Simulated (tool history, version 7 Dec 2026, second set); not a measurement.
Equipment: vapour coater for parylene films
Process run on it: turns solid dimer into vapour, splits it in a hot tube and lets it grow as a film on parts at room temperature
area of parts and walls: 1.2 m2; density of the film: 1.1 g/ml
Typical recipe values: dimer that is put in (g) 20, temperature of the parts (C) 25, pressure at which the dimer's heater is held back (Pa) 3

run	day	dimer that is put in (g)	temperature of the parts (C)	pressure at which the dimer's heater is held back (Pa)	thickness of the film (nm)
1	0	20	25	3	12070
2	0.775	20	25	3	11980
3	2.004	20	25	3	12080
4	2.921	20	25	3	12110
5	3.7	20	25	3	12100
6	4.838	20	33	3	9300
7	6.138	20	33	3	9350
8	6.846	20	25	3	12090
9	8.054	20	21	3	13700
10	9.342	20	25	3	12110
11	10.683	20	25	3	12160
12	11.571	20	25	3	12070
13	12.971	20	25	3	12070
14	13.967	20	31	3	9970
15	14.846	20	31	3	9900
16	16.017	20	25	3	12150
17	16.854	20	37	3	8150
18	17.854	20	37	3	8130
19	19.05	11	25	3	6750
20	20.196	11	25	3	6690
21	21.379	11	25	3	6630
22	22.5	10	29	3	5260
23	23.612	20	22	3	13330
24	24.808	18	29	8.86	7820
25	25.604	20	27	6.95	9730
26	26.346	20	27	6.95	9770
27	27.204	16	33	4.19	6990
28	27.9	9	30	2.27	4850
29	28.488	9	22	2.33	6290
30	29.788	19	37	2.24	8120
31	30.958	19	37	2.24	8210
32	31.717	11	32	4.09	5000
33	33.071	11	32	4.09	4980
34	34.046	16	32	2.68	7830
35	35.012	9	35	3	3920
36	36.267	9	35	3	3930
37	37.775	14	28	2.75	7810
38	38.754	13	29	2.75	7000
39	39.612	18	19	6.97	11380
40	40.462	19	24	3	11800
41	41.742	19	23	3	12290
42	42.342	10	23	3	6450

Put back what was entered between runs (3 entries, withheld): which listed runs does each sit between, and how does the hidden state differ from the listed run before to the listed run after?
Logged between run 16 and run 17: trap's valve overhauled (day 16.808)
  vapour lost through the trap's worn valve, %: 0.2 -> 0
Logged between run 27 and run 28: table's thermometer calibrated (day 27.342)
  true temperature of the parts over the reading, C: 0.02 -> 0
Logged between run 36 and run 37: trap's valve overhauled (day 37.667)
  vapour lost through the trap's worn valve, %: 0.2 -> 0

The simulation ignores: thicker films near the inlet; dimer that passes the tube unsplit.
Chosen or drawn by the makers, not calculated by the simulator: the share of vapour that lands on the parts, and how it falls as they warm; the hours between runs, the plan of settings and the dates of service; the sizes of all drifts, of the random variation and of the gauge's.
